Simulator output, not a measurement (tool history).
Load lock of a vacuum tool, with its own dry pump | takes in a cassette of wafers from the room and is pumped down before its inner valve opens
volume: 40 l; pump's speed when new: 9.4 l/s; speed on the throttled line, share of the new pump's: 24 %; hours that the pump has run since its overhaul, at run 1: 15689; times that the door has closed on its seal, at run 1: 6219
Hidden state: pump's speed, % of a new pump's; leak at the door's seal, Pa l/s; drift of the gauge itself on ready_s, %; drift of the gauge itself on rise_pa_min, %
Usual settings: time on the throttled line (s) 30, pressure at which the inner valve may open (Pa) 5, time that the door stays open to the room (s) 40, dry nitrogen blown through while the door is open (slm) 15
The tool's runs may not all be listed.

run    hour  time on the throttled line (s)  pressure at which the inner valve may open (Pa)  time that the door stays open to the room (s)  dry nitrogen blown through while the door is open (slm)  hours that the pump has run since its overhaul  times that the door has closed on its seal  incoming humidity of the room's air, %  time from the closed door until the inner valve may open (s)  rise of the pressure with all valves shut (Pa/min)
  1       0                              30                                                5                                             40                                                       15                                           15689                                        6219                                    45.2                                                          73.8                                               0.074
  2   382.2                              30                                                5                                             40                                                       15                                           16071                                        6712                                    43.4                                                          74.2                                               0.079
  3   749.6                              30                                                5                                             40                                                       15                                           16439                                        7187                                    44.7                                                          72.6                                               0.088
  4  1009.8                              30                                                5                                             40                                                       15                                           16699                                        7523                                    44.3                                                          73.4                                               0.091
  5  1355.2                              57                                                5                                             40                                                       15                                           17044                                        7968                                    44.6                                                          92.8                                               0.091
  6  1753.8                              57                                                5                                             40                                                       15                                           17443                                        8483                                      45                                                          93.7                                               0.101
  7  2063.2                              57                                                5                                             40                                                       19                                           17752                                        8882                                    45.6                                                          93.4                                               0.102
  8  2368.1                              30                                                7                                             40                                                       15                                           18057                                        9276                                    47.9                                                            71                                               0.108
  9  2603.2                              30                                                6                                             40                                                       15                                           18292                                        9580                                    47.4                                                            73                                               0.114
 10  2958.4                              30                                                6                                             40                                                       15                                           18648                                       10038                                    45.7                                                          73.7                                               0.121
 11  3280.3                              30                                                6                                             40                                                       15                                           18970                                       10454                                    42.9                                                          72.9                                               0.122
 12    3576                              30                                                5                                             40                                                       18                                           19265                                       10836                                      45                                                          74.2                                               0.123
 13    3793                              30                                                5                                             40                                                       18                                           19482                                       11116                                    43.4                                                            75                                               0.129
 14  4155.9                              30                                                5                                             40                                                       18                                           19845                                       11584                                    45.2                                                          74.4                                               0.143
 15  4432.9                              30                                                5                                             40                                                       15                                           20122                                       11942                                    44.7                                                          75.5                                               0.137
 16  4838.2                              30                                                5                                             40                                                       27                                           20528                                       12465                                    43.7                                                          75.8                                               0.136
 17  5214.7                              30                                                9                                            154                                                       22                                           20904                                       12951                                    43.3                                                          72.2                                               0.206
 18  5582.1                              30                                                9                                            154                                                       22                                           21271                                       13425                                    43.7                                                          71.8                                               0.208
 19  5840.2                              30                                                5                                             40                                                       15                                           21529                                       13759                                    45.2                                                          74.6                                               0.159
 20    6082                              30                                                8                                             40                                                       11                                           21771                                       14071                                    45.6                                                          73.2                                               0.171
 21  6291.6                              24                                                8                                             41                                                        5                                           21981                                       14341                                    47.8                                                          69.3                                               0.186
 22  6606.8                              30                                                5                                            219                                                        5                                           22296                                       14748                                    42.8                                                          76.3                                               0.294
 23  7008.6                              30                                                5                                            197                                                        5                                           22698                                       15267                                    46.6                                                          76.8                                               0.295
     7316.9  -- dry pump taken out, an overhauled one fitted
 24    7404                              30                                                4                                            173                                                        5                                              87                                       15770                                    48.4                                                          67.2                                                 0.3
 25  7805.9                              50                                                5                                            108                                                        5                                             489                                       16289                                    47.7                                                          82.1                                               0.259
 26  8022.5                              50                                                5                                             36                                                        8                                             706                                       16568                                    47.1                                                          81.3                                               0.218
 27  8455.7                              50                                                5                                             36                                                        8                                            1139                                       17127                                    43.1                                                          82.1                                               0.214
 28  8891.7                              48                                                5                                            101                                                        4                                            1575                                       17690                                    49.2                                                          79.7                                               0.291
 29  9151.5                              54                                               10                                            117                                                        7                                            1835                                       18026                                    41.7                                                          80.7                                               0.283

Hidden state or all else? Some run-to-run changes of time from the closed door until the inner valve may open (s), split into what the settings, what came in and random variation would give without the hidden state, and what is left for the hidden state (with any gauge scatter that isn't in both results):
Run 4 -> 5: time on the throttled line (s) 30 -> 57. time from the closed door until the inner valve may open (s) +19.4: hidden state -1.3, all else +20.7.
Run 7 -> 8: time on the throttled line (s) 57 -> 30, pressure at which the inner valve may open (Pa) 5 -> 7, dry nitrogen blown through while the door is open (slm) 19 -> 15. time from the closed door until the inner valve may open (s) -22.4: hidden state +1.1, all else -23.5.
Run 23 -> 24: pressure at which the inner valve may open (Pa) 5 -> 4, time that the door stays open to the room (s) 197 -> 173, dry pump taken out, an overhauled one fitted. time from the closed door until the inner valve may open (s) -9.6: hidden state -10.8, all else +1.2.
